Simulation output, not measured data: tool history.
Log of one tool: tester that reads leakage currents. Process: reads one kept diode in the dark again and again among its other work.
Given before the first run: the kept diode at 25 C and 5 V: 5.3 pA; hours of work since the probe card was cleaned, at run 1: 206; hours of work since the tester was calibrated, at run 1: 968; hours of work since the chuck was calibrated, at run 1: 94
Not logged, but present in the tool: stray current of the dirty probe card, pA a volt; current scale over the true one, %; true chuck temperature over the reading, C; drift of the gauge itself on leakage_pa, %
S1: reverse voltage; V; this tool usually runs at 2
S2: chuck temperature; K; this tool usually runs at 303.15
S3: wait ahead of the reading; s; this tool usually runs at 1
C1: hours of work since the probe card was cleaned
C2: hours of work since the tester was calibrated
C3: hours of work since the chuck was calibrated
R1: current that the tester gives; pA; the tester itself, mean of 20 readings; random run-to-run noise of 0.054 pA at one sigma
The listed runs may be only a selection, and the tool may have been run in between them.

run,hour,S1,S2,S3,C1,C2,C3,R1
1,0,2,303.15,1,206,968,94,6.37
2,40.7,3.83,303.15,1,234,996,121,8.27
3,87,3.83,303.15,1,265,1027,152,8.37
4,113.8,3.83,303.15,1,283,1045,170,8.23
5,162.7,2,303.15,1,316,1078,204,6.45
6,200.4,2,303.15,0.52,342,1103,229,6.76
7,240,2,303.15,1,368,1130,256,6.46
8,271,2,303.15,1,389,1151,277,6.47
9,315.6,2,303.15,1.75,419,1181,307,6.37
10,357,2.93,303.15,1,447,1209,335,7.39
11,389.2,2.93,303.15,1,469,1231,356,7.54
12,414.7,2.93,303.15,1,486,1248,374,7.44
13,445.3,2.93,303.15,1,507,1269,394,7.53
14,477.8,2.93,303.15,1,529,1291,416,7.57
15,503.6,1.56,303.15,1,546,1308,434,5.99
16,535.3,1.26,303.15,1,568,1330,455,5.39
17,578.5,1.26,303.15,1,597,1359,484,5.51
18,598.2,1.26,309.15,1.21,610,1372,498,8.79
19,619.4,2.53,304.15,1.57,625,1386,512,7.53
20,649.3,2.46,304.15,0.61,645,1407,532,7.9
21,686.2,2.46,304.15,0.61,670,1432,557,7.87
22,713.5,6.63,301.15,0.47,688,1450,575,10.2
23,750.1,10.82,331.15,3.96,713,1475,600,99.16
24,779.2,10.82,331.15,3.96,732,1494,620,99.44
25,814.1,2,303.15,6.83,756,1518,643,6.13
26,858.8,6.99,315.15,1.01,786,1548,674,26.56
27,901.7,6.99,315.15,1.01,815,1577,702,26.46
28,929.6,1.25,302.15,6.98,834,1596,721,4.87
29,975.5,2,304.15,1,865,1627,752,6.86
30,1012.7,3.84,314.15,9.58,890,1652,777,18.96
31,1057.7,2.13,315.15,3.1,920,1682,808,17.01
32,1091.1,17.44,315.15,0.31,943,1705,830,44.7
33,1131.1,6.08,323.15,0.31,970,1732,857,48.2

Below are 3 alternative next runs, each starting from the tool's condition after run 33. Predict each:
A,1156.6,2.62,303.15,3.03,987,1749,875,?
B,1156.6,14.62,314.15,0.31,987,1749,875,?
C,1156.6,5.44,304.15,0.62,987,1749,875,?

run,R1
A,6.85
B,38.55
C,10.89
Stripped of hidden state, with their random variation kept, the same runs would have yielded:
run,R1
A,6.85
B,38.55
C,10.89
